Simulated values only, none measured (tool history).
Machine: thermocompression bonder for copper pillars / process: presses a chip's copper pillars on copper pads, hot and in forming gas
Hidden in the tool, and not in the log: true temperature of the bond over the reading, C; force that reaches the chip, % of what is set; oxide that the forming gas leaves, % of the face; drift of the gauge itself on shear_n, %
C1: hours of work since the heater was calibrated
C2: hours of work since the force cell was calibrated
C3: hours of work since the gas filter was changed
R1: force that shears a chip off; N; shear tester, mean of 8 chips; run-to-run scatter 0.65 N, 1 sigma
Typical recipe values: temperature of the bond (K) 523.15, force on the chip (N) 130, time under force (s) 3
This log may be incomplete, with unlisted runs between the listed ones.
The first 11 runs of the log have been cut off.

{"run": 12, "hour": 291.5, "temperature of the bond (K)": 523.15, "force on the chip (N)": 130, "time under force (s)": 3, "C1": 719, "C2": 796, "C3": 154, "R1": 99.4}
{"run": 13, "hour": 315.8, "temperature of the bond (K)": 523.15, "force on the chip (N)": 98, "time under force (s)": 3, "C1": 732, "C2": 809, "C3": 167, "R1": 83.6}
{"hour": 320.4, "done": "force cell calibrated"}
{"run": 14, "hour": 334.6, "temperature of the bond (K)": 523.15, "force on the chip (N)": 130, "time under force (s)": 6, "C1": 741, "C2": 7, "C3": 176, "R1": 118.3}
{"run": 15, "hour": 355.9, "temperature of the bond (K)": 523.15, "force on the chip (N)": 130, "time under force (s)": 3, "C1": 752, "C2": 19, "C3": 187, "R1": 99.3}
{"run": 16, "hour": 383.2, "temperature of the bond (K)": 523.15, "force on the chip (N)": 130, "time under force (s)": 3, "C1": 766, "C2": 33, "C3": 202, "R1": 97.8}
{"run": 17, "hour": 401.8, "temperature of the bond (K)": 523.15, "force on the chip (N)": 130, "time under force (s)": 3, "C1": 776, "C2": 43, "C3": 212, "R1": 98.5}
{"run": 18, "hour": 425.0, "temperature of the bond (K)": 523.15, "force on the chip (N)": 97, "time under force (s)": 3, "C1": 789, "C2": 55, "C3": 224, "R1": 80.5}
{"run": 19, "hour": 449.8, "temperature of the bond (K)": 523.15, "force on the chip (N)": 97, "time under force (s)": 3, "C1": 802, "C2": 68, "C3": 237, "R1": 80}
{"run": 20, "hour": 476.0, "temperature of the bond (K)": 523.15, "force on the chip (N)": 97, "time under force (s)": 3, "C1": 816, "C2": 82, "C3": 251, "R1": 80.9}
{"run": 21, "hour": 491.3, "temperature of the bond (K)": 514.15, "force on the chip (N)": 130, "time under force (s)": 8, "C1": 824, "C2": 90, "C3": 259, "R1": 116.3}
{"run": 22, "hour": 524.5, "temperature of the bond (K)": 498.15, "force on the chip (N)": 139, "time under force (s)": 3, "C1": 841, "C2": 108, "C3": 276, "R1": 76.3}
{"hour": 534.7, "done": "force cell calibrated, once more"}
{"run": 23, "hour": 542.8, "temperature of the bond (K)": 498.15, "force on the chip (N)": 139, "time under force (s)": 3, "C1": 850, "C2": 4, "C3": 285, "R1": 80.3}
{"run": 24, "hour": 564.2, "temperature of the bond (K)": 553.15, "force on the chip (N)": 130, "time under force (s)": 3, "C1": 861, "C2": 16, "C3": 297, "R1": 129}

What does the tool deliver on the next run?
{"run": 25, "hour": 586.8, "temperature of the bond (K)": 539.15, "force on the chip (N)": 130, "time under force (s)": 3, "C1": 873, "C2": 27, "C3": 308, "R1": "?"}

Run 25 yielded R1 118 N.
Had the tool carried no hidden state, the very same run would have given R1 117.6 N.
